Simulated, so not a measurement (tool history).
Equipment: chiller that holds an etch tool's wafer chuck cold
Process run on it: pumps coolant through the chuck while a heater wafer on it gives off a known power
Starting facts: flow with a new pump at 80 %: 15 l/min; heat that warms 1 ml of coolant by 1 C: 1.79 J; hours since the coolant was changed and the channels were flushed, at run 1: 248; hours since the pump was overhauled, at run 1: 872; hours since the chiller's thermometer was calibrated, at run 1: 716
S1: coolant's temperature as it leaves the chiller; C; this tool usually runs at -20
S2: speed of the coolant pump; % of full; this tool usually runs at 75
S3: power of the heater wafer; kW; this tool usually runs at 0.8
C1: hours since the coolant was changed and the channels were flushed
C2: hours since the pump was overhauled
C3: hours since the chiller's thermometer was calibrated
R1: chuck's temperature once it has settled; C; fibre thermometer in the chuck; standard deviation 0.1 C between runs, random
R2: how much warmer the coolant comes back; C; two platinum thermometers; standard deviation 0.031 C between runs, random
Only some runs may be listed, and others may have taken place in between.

Run 1, hour 0: usual settings; C1 248; C2 872; C3 716. Result: R1 -9.9 C, R2 1.93 C.
Run 2, hour 29.3: usual settings; C1 278; C2 901; C3 745. Result: R1 -9.9 C, R2 1.92 C.
Run 3, hour 46: usual settings; C1 294; C2 918; C3 762. Result: R1 -10 C, R2 1.91 C.
Run 4, hour 65: usual settings but S1 -29 C; C1 313; C2 937; C3 781. Result: R1 -19 C, R2 1.9 C.
Run 5, hour 98: usual settings but S1 -29 C; C1 346; C2 970; C3 814. Result: R1 -19.1 C, R2 1.96 C.
Run 6, hour 118.2: usual settings but S2 61 % of full; C1 367; C2 990; C3 834. Result: R1 -8.2 C, R2 2.36 C.
Run 7, hour 149.4: usual settings but S2 61 % of full; C1 398; C2 1021; C3 865. Result: R1 -8 C, R2 2.44 C.
Run 8, hour 176.3: usual settings but S2 61 % of full; C1 425; C2 1048; C3 892. Result: R1 -8.2 C, R2 2.43 C.
Run 9, hour 206.7: usual settings but S1 -13 C; C1 455; C2 1078; C3 922. Result: R1 -2.9 C, R2 1.9 C.
Run 10, hour 236.3: usual settings but S1 -13 C; C1 485; C2 1108; C3 952. Result: R1 -2.7 C, R2 2 C.
Run 11, hour 274.1: usual settings but S1 -13 C; C1 522; C2 1146; C3 990. Result: R1 -3 C, R2 1.92 C.
Run 12, hour 301.5: usual settings but S1 -13 C; C1 550; C2 1173; C3 1017. Result: R1 -2.9 C, R2 1.94 C.
Run 13, hour 322.9: usual settings but S3 0.877 kW; C1 571; C2 1195; C3 1039. Result: R1 -8.9 C, R2 2.15 C.
Run 14, hour 340.4: usual settings but S3 0.877 kW; C1 589; C2 1212; C3 1056. Result: R1 -8.9 C, R2 2.1 C.
Run 15, hour 369.3: usual settings; C1 618; C2 1241; C3 1085. Result: R1 -9.7 C, R2 1.9 C.
Run 16, hour 400.4: usual settings; C1 649; C2 1272; C3 1116. Result: R1 -9.7 C, R2 2.03 C.
Run 17, hour 431: usual settings; C1 679; C2 1303; C3 1147. Result: R1 -9.6 C, R2 1.97 C.
Run 18, hour 446.8: usual settings but S1 -21 C, S2 86 % of full, S3 0.668 kW; C1 695; C2 1318; C3 1162. Result: R1 -13.3 C, R2 1.4 C.
Run 19, hour 471.6: usual settings but S1 -21 C, S2 86 % of full, S3 0.668 kW; C1 720; C2 1343; C3 1187. Result: R1 -13.3 C, R2 1.42 C.
Run 20, hour 503: usual settings but S1 -21 C, S2 99 % of full, S3 0.918 kW; C1 751; C2 1375; C3 1219. Result: R1 -11.5 C, R2 1.71 C.
Run 21, hour 539.3: usual settings but S1 -24 C, S3 0.551 kW; C1 788; C2 1411; C3 1255. Result: R1 -16.7 C, R2 1.38 C.
Run 22, hour 568.3: usual settings but S1 -11 C, S2 76 % of full, S3 0.549 kW; C1 817; C2 1440; C3 1284. Result: R1 -3.9 C, R2 1.33 C.
Run 23, hour 586: usual settings but S1 -12 C, S2 78 % of full, S3 0.947 kW; C1 834; C2 1458; C3 1302. Result: R1 -0.2 C, R2 2.19 C.
Run 24, hour 618.8: usual settings but S1 -12 C, S2 78 % of full, S3 0.947 kW; C1 867; C2 1490; C3 1334. Result: R1 -0.1 C, R2 2.23 C.
Run 25, hour 645.4: usual settings but S2 77 % of full, S3 0.882 kW; C1 894; C2 1517; C3 1361. Result: R1 -8.9 C, R2 2.09 C.
Run 26, hour 674.6: usual settings but S2 77 % of full, S3 0.882 kW; C1 923; C2 1546; C3 1390. Result: R1 -8.8 C, R2 2.08 C.
Run 27, hour 700.4: usual settings but S2 77 % of full, S3 0.882 kW; C1 949; C2 1572; C3 1416. Result: R1 -8.6 C, R2 2.16 C.
Run 28, hour 723.9: usual settings but S1 -17 C, S2 62 % of full, S3 0.575 kW; C1 972; C2 1595; C3 1439. Result: R1 -8.2 C, R2 1.76 C.
Run 29, hour 757: usual settings but S1 -16 C, S2 74 % of full, S3 0.698 kW; C1 1005; C2 1629; C3 1473. Result: R1 -6.8 C, R2 1.73 C.
Run 30, hour 795.5: usual settings but S1 -28 C, S3 0.856 kW; C1 1044; C2 1667; C3 1511. Result: R1 -16.8 C, R2 2.08 C.
Run 31, hour 818.2: usual settings but S1 -28 C, S3 0.856 kW; C1 1067; C2 1690; C3 1534. Result: R1 -16.9 C, R2 2.13 C.

Each row is a separate what-if for the run after 31, all from the same tool condition, not one after another. Results?
Run A, hour 849.1: usual settings but S1 -28 C, S2 72 % of full, S3 0.856 kW; C1 1097; C2 1721; C3 1565. Result: R1 ?, R2 ?.
Run B, hour 849.1: usual settings but S2 86 % of full, S3 0.7 kW; C1 1097; C2 1721; C3 1565. Result: R1 ?, R2 ?.
Run C, hour 849.1: usual settings but S1 -14 C, S2 100 % of full, S3 0.569 kW; C1 1097; C2 1721; C3 1565. Result: R1 ?, R2 ?.

run     R1    R2
  A  -16.5  2.16
  B  -11.7  1.45
  C   -7.8  1.06
Without the tool's unlogged condition, the same runs would have read:
run     R1    R2
  A  -17.4  2.08
  B  -12.4  1.39
  C   -8.4  1.02
